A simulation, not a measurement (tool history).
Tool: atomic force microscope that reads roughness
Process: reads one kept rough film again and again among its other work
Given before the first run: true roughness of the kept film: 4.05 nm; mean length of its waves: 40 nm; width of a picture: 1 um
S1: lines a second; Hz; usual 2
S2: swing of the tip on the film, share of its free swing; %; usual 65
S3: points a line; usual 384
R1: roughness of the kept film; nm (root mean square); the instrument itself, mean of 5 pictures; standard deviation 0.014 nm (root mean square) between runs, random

{"run": 1, "day": 0.0, "S1": 2, "S2": 65, "S3": 384, "R1": 3.446}
{"run": 2, "day": 0.771, "S1": 2, "S2": 65, "S3": 384, "R1": 3.342}
{"run": 3, "day": 1.846, "S1": 2, "S2": 65, "S3": 295, "R1": 3.234}
{"run": 4, "day": 2.517, "S1": 2, "S2": 65, "S3": 295, "R1": 3.184}
{"run": 5, "day": 3.029, "S1": 2, "S2": 65, "S3": 746, "R1": 3.181}
{"run": 6, "day": 3.917, "S1": 2, "S2": 65, "S3": 384, "R1": 3.091}
{"run": 7, "day": 4.683, "S1": 2, "S2": 65, "S3": 384, "R1": 3.017}
{"run": 8, "day": 5.362, "S1": 2, "S2": 83, "S3": 384, "R1": 2.735}
{"run": 9, "day": 6.017, "S1": 2, "S2": 83, "S3": 384, "R1": 2.679}
{"day": 6.583, "done": "new tip fitted"}
{"run": 10, "day": 6.933, "S1": 2, "S2": 65, "S3": 384, "R1": 3.424}
{"run": 11, "day": 8.029, "S1": 2, "S2": 65, "S3": 384, "R1": 3.306}
{"run": 12, "day": 9.046, "S1": 2, "S2": 65, "S3": 384, "R1": 3.251}
{"run": 13, "day": 9.562, "S1": 2, "S2": 75, "S3": 384, "R1": 3.059}
{"run": 14, "day": 10.079, "S1": 2, "S2": 75, "S3": 384, "R1": 3.005}
{"run": 15, "day": 10.983, "S1": 2, "S2": 75, "S3": 384, "R1": 2.927}
{"run": 16, "day": 11.55, "S1": 0.9, "S2": 75, "S3": 384, "R1": 3.034}
{"run": 17, "day": 12.242, "S1": 0.9, "S2": 75, "S3": 384, "R1": 3.006}
{"run": 18, "day": 13.104, "S1": 2, "S2": 65, "S3": 290, "R1": 2.894}
{"day": 13.421, "done": "new tip fitted"}
{"run": 19, "day": 13.617, "S1": 2, "S2": 65, "S3": 384, "R1": 3.445}
{"run": 20, "day": 14.408, "S1": 2, "S2": 81, "S3": 384, "R1": 3.114}
{"run": 21, "day": 15.192, "S1": 1.79, "S2": 59, "S3": 334, "R1": 3.38}
{"day": 15.325, "done": "height scale calibrated on a step standard"}
{"run": 22, "day": 15.821, "S1": 0.96, "S2": 71, "S3": 492, "R1": 3.293}
{"run": 23, "day": 16.421, "S1": 2, "S2": 65, "S3": 840, "R1": 3.194}
{"run": 24, "day": 17.25, "S1": 2, "S2": 65, "S3": 1004, "R1": 3.124}
{"run": 25, "day": 18.196, "S1": 0.54, "S2": 65, "S3": 572, "R1": 3.178}
{"run": 26, "day": 19.092, "S1": 2, "S2": 65, "S3": 748, "R1": 2.973}
{"run": 27, "day": 20.05, "S1": 2.06, "S2": 63, "S3": 340, "R1": 2.933}
{"day": 20.329, "done": "new tip fitted"}
{"run": 28, "day": 20.575, "S1": 3.58, "S2": 57, "S3": 360, "R1": 3.449}
{"run": 29, "day": 21.596, "S1": 0.84, "S2": 68, "S3": 384, "R1": 3.455}
{"day": 22.354, "done": "height scale calibrated on a step standard, once more"}
{"run": 30, "day": 22.383, "S1": 1.09, "S2": 60, "S3": 384, "R1": 3.36}
{"run": 31, "day": 22.908, "S1": 2.64, "S2": 85, "S3": 437, "R1": 2.805}
{"run": 32, "day": 23.45, "S1": 3.33, "S2": 65, "S3": 490, "R1": 3.06}
{"run": 33, "day": 24.425, "S1": 0.74, "S2": 77, "S3": 490, "R1": 3.168}
{"run": 34, "day": 25.229, "S1": 0.74, "S2": 77, "S3": 490, "R1": 3.102}
{"run": 35, "day": 26.225, "S1": 0.63, "S2": 78, "S3": 998, "R1": 3.007}
{"day": 27.229, "done": "new tip fitted"}
{"run": 36, "day": 27.35, "S1": 0.63, "S2": 63, "S3": 430, "R1": 3.575}
{"run": 37, "day": 27.858, "S1": 0.63, "S2": 63, "S3": 430, "R1": 3.55}
{"run": 38, "day": 28.512, "S1": 0.92, "S2": 61, "S3": 618, "R1": 3.455}
{"run": 39, "day": 29.379, "S1": 0.92, "S2": 61, "S3": 618, "R1": 3.357}
{"run": 40, "day": 30.246, "S1": 1.82, "S2": 69, "S3": 384, "R1": 3.132}

Results per run with the tool's hidden condition removed, run-to-run variation unchanged:
Hidden state at play: radius of the tip, nm; height scale over the true one, %; drift of the gauge itself on roughness_nm, %.
run=1 R1=3.485
run=2 R1=3.458
run=3 R1=3.441
run=4 R1=3.446
run=5 R1=3.485
run=6 R1=3.467
run=7 R1=3.44
run=8 R1=3.176
run=9 R1=3.158
run=10 R1=3.476
run=11 R1=3.456
run=12 R1=3.494
run=13 R1=3.329
run=14 R1=3.311
run=15 R1=3.304
run=16 R1=3.482
run=17 R1=3.501
run=18 R1=3.437
run=19 R1=3.482
run=20 R1=3.215
run=21 R1=3.563
run=22 R1=3.53
run=23 R1=3.473
run=24 R1=3.471
run=25 R1=3.614
run=26 R1=3.464
run=27 R1=3.492
run=28 R1=3.47
run=29 R1=3.571
run=30 R1=3.563
run=31 R1=3.023
run=32 R1=3.344
run=33 R1=3.545
run=34 R1=3.541
run=35 R1=3.511
run=36 R1=3.62
run=37 R1=3.646
run=38 R1=3.612
run=39 R1=3.6
run=40 R1=3.433

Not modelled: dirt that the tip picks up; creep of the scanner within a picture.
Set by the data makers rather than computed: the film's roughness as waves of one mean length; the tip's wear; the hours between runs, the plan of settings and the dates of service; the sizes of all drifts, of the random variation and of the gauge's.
